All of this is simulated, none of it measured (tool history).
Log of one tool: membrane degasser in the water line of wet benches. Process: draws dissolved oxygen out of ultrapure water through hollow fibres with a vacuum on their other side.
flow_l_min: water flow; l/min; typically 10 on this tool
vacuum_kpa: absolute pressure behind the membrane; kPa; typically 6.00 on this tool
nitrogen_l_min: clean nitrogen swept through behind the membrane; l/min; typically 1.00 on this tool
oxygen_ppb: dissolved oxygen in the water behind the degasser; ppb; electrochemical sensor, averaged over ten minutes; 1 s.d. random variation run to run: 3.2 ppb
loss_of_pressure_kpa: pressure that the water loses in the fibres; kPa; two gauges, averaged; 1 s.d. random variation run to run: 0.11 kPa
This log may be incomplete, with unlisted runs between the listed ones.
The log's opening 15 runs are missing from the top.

run	hour	flow_l_min	vacuum_kpa	nitrogen_l_min	oxygen_ppb	loss_of_pressure_kpa
16	578.0	10	8.45	1.00	382.7	33.31
17	612.6	10	6.00	1.00	324.1	33.33
18	655.2	12	4.11	1.22	381.8	39.93
19	682.4	12	4.11	1.22	372.7	39.98
20	704.5	16	10.12	1.82	665.9	53.40
21	742.3	16	10.12	1.82	676.1	53.40
22	792.2	16	4.54	0.73	592.6	53.16
23	821.7	13	4.53	1.00	446.8	43.44
24	858.6	13	4.53	1.00	438.4	43.74
25	884.9	13	4.53	1.00	442.6	43.25
26	914.8	12	4.53	1.00	393.4	40.02
27	943.3	12	4.53	0.52	426.6	39.96
28	978.6	12	4.53	0.52	431.1	40.09
29	1017.6	10	14.00	1.40	436.4	33.54
30	1039.9	10	14.00	1.40	437.0	33.37
31	1060.4	10	3.65	1.01	283.2	33.39

Forecast each of these 5 alternatives for the next run:
A	1095.0	7	9.01	2.32	?	?
B	1095.0	14	7.41	1.00	?	?
C	1095.0	16	8.74	1.01	?	?
D	1095.0	7	5.87	1.67	?	?
E	1095.0	6	3.65	0.47	?	?

run	oxygen_ppb	loss_of_pressure_kpa
A	180.7	23.39
B	592.2	46.86
C	716.7	53.48
D	164.3	23.32
E	118.5	20.08
With no hidden state in the tool, these same runs would have given:
run	oxygen_ppb	loss_of_pressure_kpa
A	172.7	23.23
B	570.2	46.55
C	693.3	53.13
D	155.6	23.16
E	103.5	19.95

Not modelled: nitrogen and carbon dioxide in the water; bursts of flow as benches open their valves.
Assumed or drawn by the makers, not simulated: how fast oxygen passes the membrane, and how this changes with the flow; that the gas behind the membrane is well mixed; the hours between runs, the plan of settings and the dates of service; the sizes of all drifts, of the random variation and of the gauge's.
